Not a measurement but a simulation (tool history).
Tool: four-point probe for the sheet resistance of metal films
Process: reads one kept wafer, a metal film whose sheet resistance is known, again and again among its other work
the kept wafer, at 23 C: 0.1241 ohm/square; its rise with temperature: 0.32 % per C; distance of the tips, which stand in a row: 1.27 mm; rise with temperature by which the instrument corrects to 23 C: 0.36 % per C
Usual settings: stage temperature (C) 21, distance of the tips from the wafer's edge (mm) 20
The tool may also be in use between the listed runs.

run     day  stage temperature (C)  distance of the tips from the wafer's edge (mm)  sheet resistance as the instrument gives it (ohm/square)
  1   0.000                     21                                               20                                                  0.124660
  2   0.588                     21                                               20                                                  0.124629
  3   1.167                     21                                               20                                                  0.124690
  4   2.096                     21                                               20                                                  0.124653
  5   2.754                     21                                               20                                                  0.124681
  6   3.700                     21                                               20                                                  0.124706
  7   4.342                     21                                               20                                                  0.124697
  8   5.050                     21                                               20                                                  0.124661
  9   5.954                     21                                               20                                                  0.124669
 10   6.542                     19                                               20                                                  0.124803
 11   7.504                     21                                               20                                                  0.124695
 12   8.188                     21                                               24                                                  0.124605
 13   8.646                     21                                               20                                                  0.124671
 14   9.379                     21                                                5                                                  0.128572
 15   9.983                     21                                               20                                                  0.124720
 16  10.525                     21                                               20                                                  0.124709
 17  11.292                     21                                               20                                                  0.124724
 18  11.846                     24                                               20                                                  0.124565
 19  12.333                     24                                               20                                                  0.124546
 20  12.996                     24                                               20                                                  0.124514
 21  13.596                     24                                               20                                                  0.124531
 22  14.071                     24                                               20                                                  0.124544
 23  14.838                     24                                               20                                                  0.124554
 24  15.812                     24                                               11                                                  0.125176
 25  16.783                     32                                                3                                                  0.134652
 26  17.238                     31                                               30                                                  0.124041
 27  17.975                     23                                               67                                                  0.124373
 28  18.838                     24                                                8                                                  0.125958
 29  19.629                     19                                               30                                                  0.124694
 30  20.354                     19                                               30                                                  0.124773
 31  20.850                     34                                               13                                                  0.124402
 32  21.292                     32                                               21                                                  0.124058
 33  22.267                     22                                                3                                                  0.135253
 34  23.208                     30                                               14                                                  0.124530

The next listed run, before its measurement:
 35  24.204                     24                                                9                                                         ?

sheet resistance as the instrument gives it (ohm/square): 0.125649
Without the tool's hidden state the same run would have given sheet resistance as the instrument gives it (ohm/square) 0.125375.
